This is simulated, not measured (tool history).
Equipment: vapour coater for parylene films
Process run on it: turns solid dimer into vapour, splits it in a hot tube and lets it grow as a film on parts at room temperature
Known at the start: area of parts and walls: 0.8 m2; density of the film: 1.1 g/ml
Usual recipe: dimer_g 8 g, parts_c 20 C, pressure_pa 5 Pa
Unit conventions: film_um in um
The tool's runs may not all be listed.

{"run": 1, "hour": 0.0, "dimer_g": 8, "parts_c": 20, "pressure_pa": 5, "film_um": 6.06}
{"hour": 13.5, "done": "trap's valve overhauled"}
{"run": 2, "hour": 19.7, "dimer_g": 4, "parts_c": 20, "pressure_pa": 5, "film_um": 3.14}
{"run": 3, "hour": 34.8, "dimer_g": 4, "parts_c": 20, "pressure_pa": 5, "film_um": 3.17}
{"run": 4, "hour": 41.8, "dimer_g": 6, "parts_c": 20, "pressure_pa": 5, "film_um": 4.73}
{"run": 5, "hour": 53.3, "dimer_g": 6, "parts_c": 20, "pressure_pa": 5, "film_um": 4.76}
{"run": 6, "hour": 65.0, "dimer_g": 6, "parts_c": 20, "pressure_pa": 2.28, "film_um": 5.68}
{"run": 7, "hour": 78.8, "dimer_g": 6, "parts_c": 20, "pressure_pa": 2.28, "film_um": 5.68}
{"run": 8, "hour": 89.4, "dimer_g": 8, "parts_c": 20, "pressure_pa": 7.03, "film_um": 5.81}
{"run": 9, "hour": 104.0, "dimer_g": 8, "parts_c": 23, "pressure_pa": 7.33, "film_um": 4.97}
{"run": 10, "hour": 115.9, "dimer_g": 8, "parts_c": 23, "pressure_pa": 7.33, "film_um": 4.89}
{"run": 11, "hour": 123.5, "dimer_g": 9, "parts_c": 21, "pressure_pa": 2.92, "film_um": 7.73}
{"run": 12, "hour": 135.4, "dimer_g": 9, "parts_c": 21, "pressure_pa": 2.92, "film_um": 7.51}
{"run": 13, "hour": 143.8, "dimer_g": 9, "parts_c": 21, "pressure_pa": 2.92, "film_um": 7.57}
{"run": 14, "hour": 150.6, "dimer_g": 3, "parts_c": 15, "pressure_pa": 5, "film_um": 3.01}
{"run": 15, "hour": 161.9, "dimer_g": 5, "parts_c": 25, "pressure_pa": 9.41, "film_um": 2.62}

Below, some changes in film_um between adjacent runs. For each, the amount present without the hidden state too (settings, incoming material, random variation) and the amount remaining for the hidden state with gauge scatter not shared by both compared results:
Hidden state present: vapour lost through the trap's worn valve, %; true temperature of the parts over the reading, C; drift of the gauge itself on film_um, %.
Run 1 -> 2: dimer_g 8 -> 4, trap's valve overhauled. film_um -2.92 um: hidden state +0.44, all else -3.36.
Run 13 -> 14: dimer_g 9 -> 3, parts_c 21 -> 15, pressure_pa 2.92 -> 5. film_um -4.56 um: hidden state +0.12, all else -4.68.

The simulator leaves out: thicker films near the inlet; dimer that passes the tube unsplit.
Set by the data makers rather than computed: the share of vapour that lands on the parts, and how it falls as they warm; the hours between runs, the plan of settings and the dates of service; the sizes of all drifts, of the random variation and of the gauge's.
